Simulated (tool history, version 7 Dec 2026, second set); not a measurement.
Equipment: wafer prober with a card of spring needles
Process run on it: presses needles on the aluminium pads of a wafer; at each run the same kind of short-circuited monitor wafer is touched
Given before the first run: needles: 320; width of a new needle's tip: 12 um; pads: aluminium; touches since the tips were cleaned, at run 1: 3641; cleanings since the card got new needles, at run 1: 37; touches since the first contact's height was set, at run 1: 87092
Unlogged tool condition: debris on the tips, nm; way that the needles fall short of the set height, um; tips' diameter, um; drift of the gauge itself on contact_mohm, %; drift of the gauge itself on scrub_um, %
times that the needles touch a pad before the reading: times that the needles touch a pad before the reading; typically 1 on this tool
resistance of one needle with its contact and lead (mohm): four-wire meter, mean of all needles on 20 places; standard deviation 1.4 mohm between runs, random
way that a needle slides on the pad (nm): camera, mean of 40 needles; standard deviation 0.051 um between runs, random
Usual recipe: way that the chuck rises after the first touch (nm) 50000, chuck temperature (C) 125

run   hour  way that the chuck rises after the first touch (nm)  chuck temperature (C)  times that the needles touch a pad before the reading  touches since the tips were cleaned  cleanings since the card got new needles  touches since the first contact's height was set  resistance of one needle with its contact and lead (mohm)  way that a needle slides on the pad (nm)
  1    0.0                                                50000                    125                                                      1                                 3641                                        37                                             87092                                                        265                                     10520
      13.5  -- tips cleaned on abrasive film
  2   32.8                                                50000                    125                                                      1                                 5398                                        38                                             96255                                                        394                                     10500
      42.6  -- tips cleaned on abrasive film
  3   64.7                                                50000                    125                                                      1                                 6180                                        39                                            105160                                                        313                                     10550
      71.0  -- tips cleaned on abrasive film
      98.2  -- tips cleaned on abrasive film
  4  102.7                                                50000                    125                                                      1                                 1265                                        41                                            115755                                                        215                                     10450
     125.8  -- tips cleaned on abrasive film
  5  142.1                                                50000                    125                                                      1                                 4581                                        42                                            126757                                                        298                                     10590
     152.4  -- tips cleaned on abrasive film
  6  169.3                                                50000                    125                                                      1                                 4752                                        43                                            134354                                                        309                                     10440
     180.0  -- tips cleaned on abrasive film
     205.1  -- tips cleaned on abrasive film, once more
  7  207.1                                                50000                    125                                                      1                                  559                                        45                                            144871                                                        161                                     10350
  8  231.0                                                50000                    125                                                      1                                 7246                                        45                                            151558                                                        338                                     10380
     233.8  -- tips cleaned on abrasive film
     261.7  -- tips cleaned on abrasive film
  9  268.9                                                50000                    125                                                      1                                 2020                                        47                                            162127                                                        237                                     10450
     288.5  -- tips cleaned on abrasive film
 10  293.9                                                50000                    125                                                      1                                 1532                                        48                                            169109                                                        213                                     10340
     314.7  -- tips cleaned on abrasive film
 11  325.4                                                50000                    125                                                      1                                 2993                                        49                                            177885                                                        270                                     10270
     343.1  -- tips cleaned on abrasive film
 12  349.0                                                50000                    125                                                      1                                 1648                                        50                                            184464                                                        224                                     10340
     371.5  -- tips cleaned on abrasive film
 13  377.8                                                50000                    125                                                      1                                 1738                                        51                                            192500                                                        228                                     10470
     399.8  -- tips cleaned on abrasive film
 14  413.9                                                50000                    125                                                      1                                 3951                                        52                                            202591                                                        292                                     10340
     427.1  -- tips cleaned on abrasive film
 15  440.5                                                50000                    125                                                      1                                 3771                                        53                                            210031                                                        295                                     10370
     455.5  -- tips cleaned on abrasive film
 16  463.8                                                43000                    125                                                      3                                 2320                                        54                                            216508                                                        187                                      8770
     484.6  -- tips cleaned on abrasive film
     500.1  -- height of the first contact set anew
 17  505.4                                                50000                    125                                                      3                                 5746                                        55                                              1501                                                        194                                     10740
     511.8  -- tips cleaned on abrasive film
     538.7  -- tips cleaned on abrasive film
 18  538.7                                                50000                    107                                                      1                                    0                                        57                                             10774                                                        147                                     10690
 19  559.7                                                48000                     73                                                      1                                 5876                                        57                                             16650                                                        337                                     10250
     567.1  -- tips cleaned on abrasive film
 20  587.2                                                48000                     73                                                      1                                 5630                                        58                                             24323                                                        344                                     10280
     593.6  -- tips cleaned on abrasive film
     621.1  -- tips cleaned on abrasive film
 21  626.9                                                41000                     73                                                      2                                 1613                                        60                                             35374                                                        198                                      8620
     647.5  -- tips cleaned on abrasive film
 22  661.4                                                41000                     73                                                      2                                 3872                                        61                                             45011                                                        271                                      8680
     677.5  -- tips cleaned on abrasive film
 23  699.0                                                36000                    109                                                      1                                 6022                                        62                                             55510                                                        485                                      7530
     705.2  -- tips cleaned on abrasive film
 24  726.4                                                36000                    109                                                      1                                 5925                                        63                                             63169                                                        487                                      7540
     731.4  -- tips cleaned on abrasive film
     760.3  -- tips cleaned on abrasive film
 25  765.8                                                42000                    120                                                      2                                 1536                                        65                                             74151                                                        202                                      8840

Forecast run 26:
     786.4  -- tips cleaned on abrasive film
 26  809.6                                                39000                    114                                                      3                                 6490                                        66                                             86385                                                          ?                                         ?

For run 26 the tool returned resistance of one needle with its contact and lead (mohm) 246, way that a needle slides on the pad (nm) 8260.
With the hidden condition absent and the run-to-run variation left alone, this run would have shown resistance of one needle with its contact and lead (mohm) 129, way that a needle slides on the pad (nm) 8420.
